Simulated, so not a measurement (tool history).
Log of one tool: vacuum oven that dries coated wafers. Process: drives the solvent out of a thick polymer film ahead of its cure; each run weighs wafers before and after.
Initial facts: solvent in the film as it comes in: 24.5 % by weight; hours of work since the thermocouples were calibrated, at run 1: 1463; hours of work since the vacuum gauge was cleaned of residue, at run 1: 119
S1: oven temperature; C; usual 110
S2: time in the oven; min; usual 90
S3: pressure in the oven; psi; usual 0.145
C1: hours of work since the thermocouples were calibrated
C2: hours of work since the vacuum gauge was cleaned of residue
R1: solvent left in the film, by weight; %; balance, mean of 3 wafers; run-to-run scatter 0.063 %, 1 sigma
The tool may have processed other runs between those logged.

run,hour,S1,S2,S3,C1,C2,R1
1,0,110,90,0.145,1463,119,4.36
2,14.5,110,90,0.145,1473,129,4.43
3,28.5,110,90,0.145,1482,139,4.34
# hour 32.9: oven's thermocouples calibrated
4,45,110,50,0.145,8,149,7.33
5,52.2,110,90,0.145,13,154,3.72
6,62.2,110,90,0.145,20,160,3.69
7,75,110,90,0.145,29,169,3.89
8,88.2,110,90,0.145,38,178,3.86
9,100.3,107,110,0.113,46,187,3.35
10,113.6,107,110,0.113,55,196,3.4
11,122.2,122,122,0.483,61,202,3.15
12,135.4,124,114,0.145,70,211,0.98
13,149.6,102,59,0.145,80,220,9.02

Alternative continuations, all from the tool just after run 13; predict every row:
A,163.5,116,83,0.075,89,230,?
B,163.5,120,85,0.18,89,230,?
C,163.5,104,104,0.184,89,230,?
D,163.5,99,59,0.395,89,230,?

run,R1
A,2.42
B,2.29
C,5.3
D,12.14
Take away the tool's hidden state, keep each run's random variation, and the runs would have read:
run,R1
A,2.38
B,2.25
C,5.25
D,12.11

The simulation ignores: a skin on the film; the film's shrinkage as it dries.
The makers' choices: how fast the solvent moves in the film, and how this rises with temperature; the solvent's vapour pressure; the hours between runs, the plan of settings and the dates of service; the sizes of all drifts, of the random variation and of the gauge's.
